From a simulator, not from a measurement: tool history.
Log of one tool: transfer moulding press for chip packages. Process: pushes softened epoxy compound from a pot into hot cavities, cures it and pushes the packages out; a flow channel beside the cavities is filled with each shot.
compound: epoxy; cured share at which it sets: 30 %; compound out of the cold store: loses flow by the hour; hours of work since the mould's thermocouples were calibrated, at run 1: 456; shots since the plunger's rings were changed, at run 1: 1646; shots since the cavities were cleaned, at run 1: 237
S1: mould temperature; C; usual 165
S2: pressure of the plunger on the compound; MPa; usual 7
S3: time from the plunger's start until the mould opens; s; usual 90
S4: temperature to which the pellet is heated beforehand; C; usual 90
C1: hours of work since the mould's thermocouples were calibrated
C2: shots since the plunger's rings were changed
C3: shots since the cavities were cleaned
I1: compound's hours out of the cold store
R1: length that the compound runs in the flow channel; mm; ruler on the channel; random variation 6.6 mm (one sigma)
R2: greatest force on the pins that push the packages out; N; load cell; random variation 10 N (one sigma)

run 1 day=0 | S1=165 S2=7 S3=90 S4=90 | C1=456 C2=1646 C3=237 | I1=12.9 | R1=965 R2=652
-- day=1.1 cavities cleaned with cleaning compound and waxed
run 2 day=1.25 | S1=165 S2=7 S3=90 S4=90 | C1=477 C2=2062 C3=53 | I1=16.1 | R1=965 R2=519
run 3 day=2.496 | S1=165 S2=7 S3=90 S4=84 | C1=500 C2=2499 C3=490 | I1=30.8 | R1=917 R2=770
-- day=2.783 cavities cleaned with cleaning compound and waxed
run 4 day=4.079 | S1=165 S2=7 S3=90 S4=84 | C1=527 C2=3032 C3=454 | I1=35.1 | R1=898 R2=750
-- day=4.488 cavities cleaned with cleaning compound and waxed
run 5 day=5.925 | S1=165 S2=7 S3=90 S4=84 | C1=560 C2=3656 C3=503 | I1=11.8 | R1=959 R2=807
-- day=6.275 cavities cleaned with cleaning compound and waxed
-- day=7.2 plunger's sealing rings changed
run 6 day=7.858 | S1=165 S2=7 S3=90 S4=86 | C1=591 C2=230 C3=517 | I1=24.8 | R1=959 R2=748
-- day=8.075 cavities cleaned with cleaning compound and waxed
-- day=9.792 cavities cleaned with cleaning compound and waxed
run 7 day=9.792 | S1=165 S2=7 S3=90 S4=86 | C1=624 C2=865 C3=0 | I1=20.9 | R1=969 R2=507
-- day=11.525 cavities cleaned with cleaning compound and waxed
run 8 day=11.679 | S1=165 S2=7.9 S3=90 S4=90 | C1=657 C2=1504 C3=54 | I1=37.2 | R1=971 R2=493
-- day=13.271 cavities cleaned with cleaning compound and waxed
run 9 day=13.346 | S1=165 S2=7.9 S3=90 S4=90 | C1=686 C2=2066 C3=27 | I1=13.2 | R1=1035 R2=515
-- day=13.871 mould's thermocouples calibrated
-- day=15.071 cavities cleaned with cleaning compound and waxed
run 10 day=15.071 | S1=165 S2=5.67 S3=90 S4=90 | C1=21 C2=2619 C3=0 | I1=26.6 | R1=826 R2=466
run 11 day=16.446 | S1=165 S2=7 S3=90 S4=99 | C1=45 C2=3102 C3=483 | I1=37.1 | R1=886 R2=762
-- day=16.754 cavities cleaned with cleaning compound and waxed
run 12 day=18.021 | S1=165 S2=7 S3=90 S4=86 | C1=73 C2=3631 C3=444 | I1=29 | R1=914 R2=748
-- day=18.521 cavities cleaned with cleaning compound and waxed
-- day=19.312 plunger's sealing rings changed
run 13 day=19.329 | S1=165 S2=7.05 S3=90 S4=90 | C1=93 C2=7 C3=246 | I1=39.5 | R1=940 R2=650
-- day=20.354 cavities cleaned with cleaning compound and waxed
run 14 day=20.8 | S1=165 S2=7.05 S3=90 S4=90 | C1=119 C2=500 C3=156 | I1=36.3 | R1=930 R2=586
-- day=22.138 cavities cleaned with cleaning compound and waxed
run 15 day=22.208 | S1=171 S2=5.54 S3=90 S4=90 | C1=143 C2=972 C3=26 | I1=36 | R1=799 R2=436
-- day=23.825 cavities cleaned with cleaning compound and waxed
run 16 day=23.825 | S1=171 S2=5.54 S3=90 S4=90 | C1=171 C2=1517 C3=0 | I1=10.1 | R1=854 R2=434
run 17 day=24.85 | S1=166 S2=7.44 S3=109 S4=91 | C1=190 C2=1875 C3=358 | I1=40.1 | R1=937 R2=602
-- day=25.562 cavities cleaned with cleaning compound and waxed
run 18 day=26.462 | S1=165 S2=6.56 S3=90 S4=84 | C1=218 C2=2418 C3=315 | I1=46.3 | R1=858 R2=688
-- day=27.271 cavities cleaned with cleaning compound and waxed
run 19 day=28.088 | S1=165 S2=6.56 S3=89 S4=84 | C1=246 C2=2965 C3=286 | I1=45.4 | R1=840 R2=663
-- day=29.012 cavities cleaned with cleaning compound and waxed
run 20 day=29.575 | S1=163 S2=7 S3=74 S4=90 | C1=272 C2=3465 C3=198 | I1=25.8 | R1=934 R2=989
-- day=30.796 cavities cleaned with cleaning compound and waxed
-- day=31.4 plunger's sealing rings changed
run 21 day=31.571 | S1=169 S2=6.87 S3=91 S4=93 | C1=305 C2=60 C3=235 | I1=16.6 | R1=948 R2=561
-- day=32.608 cavities cleaned with cleaning compound and waxed
run 22 day=32.717 | S1=168 S2=6.53 S3=71 S4=98 | C1=324 C2=439 C3=37 | I1=11.2 | R1=937 R2=627
run 23 day=33.504 | S1=172 S2=5.73 S3=86 S4=94 | C1=338 C2=715 C3=313 | I1=38.3 | R1=809 R2=602
-- day=34.317 cavities cleaned with cleaning compound and waxed
run 24 day=34.817 | S1=167 S2=6.83 S3=74 S4=87 | C1=361 C2=1153 C3=175 | I1=14 | R1=953 R2=747
-- day=36.046 cavities cleaned with cleaning compound and waxed
run 25 day=36.058 | S1=165 S2=7 S3=79 S4=99 | C1=382 C2=1566 C3=4 | I1=12.4 | R1=967 R2=584
run 26 day=37.446 | S1=165 S2=7 S3=79 S4=99 | C1=407 C2=2053 C3=491 | I1=35.6 | R1=889 R2=869

Forecast each of these 4 alternatives for the next run:
-- day=37.758 cavities cleaned with cleaning compound and waxed
run A day=38.388 | S1=165 S2=7 S3=79 S4=89 | C1=423 C2=2360 C3=220 | I1=28.2 | R1=? R2=?
-- day=37.758 cavities cleaned with cleaning compound and waxed
run B day=38.388 | S1=167 S2=5.63 S3=90 S4=96 | C1=423 C2=2360 C3=220 | I1=28.2 | R1=? R2=?
-- day=37.758 cavities cleaned with cleaning compound and waxed
run C day=38.388 | S1=165 S2=6.71 S3=79 S4=97 | C1=423 C2=2360 C3=220 | I1=29.5 | R1=? R2=?
-- day=37.758 cavities cleaned with cleaning compound and waxed
run D day=38.388 | S1=159 S2=7 S3=103 S4=93 | C1=423 C2=2360 C3=220 | I1=46.8 | R1=? R2=?

run=A R1=926 R2=762
run=B R1=806 R2=560
run=C R1=887 R2=776
run=D R1=895 R2=665
Without the tool's hidden state the same runs would have given:
run=A R1=957 R2=597
run=B R1=833 R2=429
run=C R1=917 R2=605
run=D R1=926 R2=515
